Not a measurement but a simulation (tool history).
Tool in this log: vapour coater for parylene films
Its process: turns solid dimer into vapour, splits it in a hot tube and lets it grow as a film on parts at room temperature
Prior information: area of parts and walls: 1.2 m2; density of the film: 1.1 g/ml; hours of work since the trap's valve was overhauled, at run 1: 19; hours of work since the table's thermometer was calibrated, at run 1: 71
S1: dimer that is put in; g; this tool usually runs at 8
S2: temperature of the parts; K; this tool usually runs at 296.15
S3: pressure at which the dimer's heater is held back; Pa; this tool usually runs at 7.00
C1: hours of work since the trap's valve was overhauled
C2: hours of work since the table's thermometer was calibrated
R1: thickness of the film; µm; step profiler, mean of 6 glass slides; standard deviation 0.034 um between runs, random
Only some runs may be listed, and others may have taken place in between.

run   hour  S1      S2    S3   C1   C2    R1
  1    0.0   8  296.15  7.00   19   71  4.12
  2   13.1   8  296.15  4.40   26   78  4.55
  3   24.1   8  296.15  4.40   32   84  4.49
  4   34.2   8  296.15  4.40   37   90  4.52
  5   47.9   8  296.15  4.40   45   97  4.51
  6   58.2   8  296.15  5.08   50  102  4.33
  7   68.8   8  296.15  5.08   56  108  4.36
  8   79.3   8  296.15  7.00   61  114  4.02
  9   88.4   8  296.15  7.00   66  119  4.05
 10   99.2   8  296.15  7.00   72  124  4.06
 11  109.5  13  296.15  7.00   77  130  6.62
 12  125.5  13  296.15  7.00   86  139  6.58
 13  136.1  13  296.15  7.00   92  144  6.48
 14  144.3  13  296.15  7.00   96  149  6.55
 15  153.7  13  298.15  6.88  101  154  5.94
 16  165.8  13  298.15  6.88  108  160  5.93
 17  178.4  10  296.15  7.27  114  167  4.94
 18  193.3  10  296.15  7.27  122  175  5.00
 19  207.4  11  299.15  6.87  130  182  4.75
 20  216.6   4  302.15  7.00  135  187  1.53
 21  227.8   5  300.15  7.50  141  193  2.03
 22  235.4   8  296.15  2.94  145  197  4.86
 23  244.0   8  296.15  2.94  149  202  4.67
 24  256.1   8  296.15  9.62  156  208  3.71
 25  267.2   8  296.15  9.62  162  214  3.71

Alternative continuations, all from the tool just after run 25; predict every row:
  A  279.3   3  296.15  3.02  168  221   ?
  B  279.3   8  295.15  7.00  168  221   ?
  C  279.3   7  296.15  6.45  168  221   ?

run    R1
  A  1.76
  B  4.12
  C  3.49
The same runs, with their run-to-run variation unchanged, on a tool lacking any hidden condition would have given:
run    R1
  A  1.85
  B  4.32
  C  3.66

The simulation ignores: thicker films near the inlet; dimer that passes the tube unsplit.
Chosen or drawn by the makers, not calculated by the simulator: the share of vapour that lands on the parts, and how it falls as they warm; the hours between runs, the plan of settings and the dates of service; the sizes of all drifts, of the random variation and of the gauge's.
